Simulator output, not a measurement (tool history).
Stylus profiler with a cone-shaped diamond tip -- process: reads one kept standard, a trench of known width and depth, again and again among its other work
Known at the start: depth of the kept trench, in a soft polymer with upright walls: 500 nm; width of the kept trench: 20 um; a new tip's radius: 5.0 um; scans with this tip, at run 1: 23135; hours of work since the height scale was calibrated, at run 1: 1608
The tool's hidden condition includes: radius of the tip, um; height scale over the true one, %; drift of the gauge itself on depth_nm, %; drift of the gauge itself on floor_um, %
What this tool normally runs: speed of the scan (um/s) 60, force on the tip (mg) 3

run    hour  speed of the scan (um/s)  force on the tip (mg)  scans with this tip  hours of work since the height scale was calibrated  depth of the trench (Å)  width of the trench's floor (um)
  1       0                        60                      3                23135                                                 1608                   5065.4                             12.56
  2    74.5                        60                      3                23924                                                 1663                   5067.8                             12.46
  3   194.8                        60                      3                25198                                                 1751                   5070.3                             12.36
      259.6  -- height scale calibrated on a step standard
  4   329.7                        60                      3                26621                                                   52                   5046.7                             12.17
  5   408.2                        60                      3                27452                                                  109                   5049.3                              12.1
  6   511.9                        60                   1.66                28551                                                  186                   5037.2                             11.95
  7   584.6                        94                   1.66                29320                                                  239                   5035.2                             11.81
  8   702.6                        94                   1.66                30570                                                  326                   5034.6                             11.64
  9   783.5                        60                   8.99                31427                                                  386                   5105.7                             11.85
      841.9  -- new tip fitted, height scale calibrated
 10   841.9                        60                   8.99                    0                                                    0                   5100.3                             15.53
 11   908.1                        60                   8.99                  701                                                   49                   5102.1                             15.48
 12  1032.1                        60                      3                 2014                                                  140                   5050.7                             15.25
 13  1117.8                        91                      3                 2921                                                  203                   5052.9                             14.97
 14  1239.7                        56                      3                 4213                                                  293                   5054.2                             14.82
 15  1350.5                        60                   1.19                 5386                                                  374                     5035                             14.59
 16  1423.2                        60                   1.19                 6156                                                  428                     5036                             14.45
 17  1535.6                        60                   3.92                 7346                                                  511                   5064.9                             14.41
 18  1607.5                        60                   3.92                 8107                                                  563                   5066.2                             14.38
 19    1705                        60                      3                 9140                                                  635                   5064.3                             14.18
 20  1823.6                        60                      3                10396                                                  723                   5060.3                             14.04
 21  1896.4                        48                      3                11167                                                  776                   5060.5                             13.94

Run 22 comes next. What will it give?
 22  2023.2                        31                   6.02                12510                                                  869                        ?                                 ?

depth of the trench (Å): 5090.1
width of the trench's floor (um): 13.84
Were there no unlogged condition in the tool, this run, its random variation unchanged, would have produced depth of the trench (Å) 5075.5, width of the trench's floor (um) 15.62.

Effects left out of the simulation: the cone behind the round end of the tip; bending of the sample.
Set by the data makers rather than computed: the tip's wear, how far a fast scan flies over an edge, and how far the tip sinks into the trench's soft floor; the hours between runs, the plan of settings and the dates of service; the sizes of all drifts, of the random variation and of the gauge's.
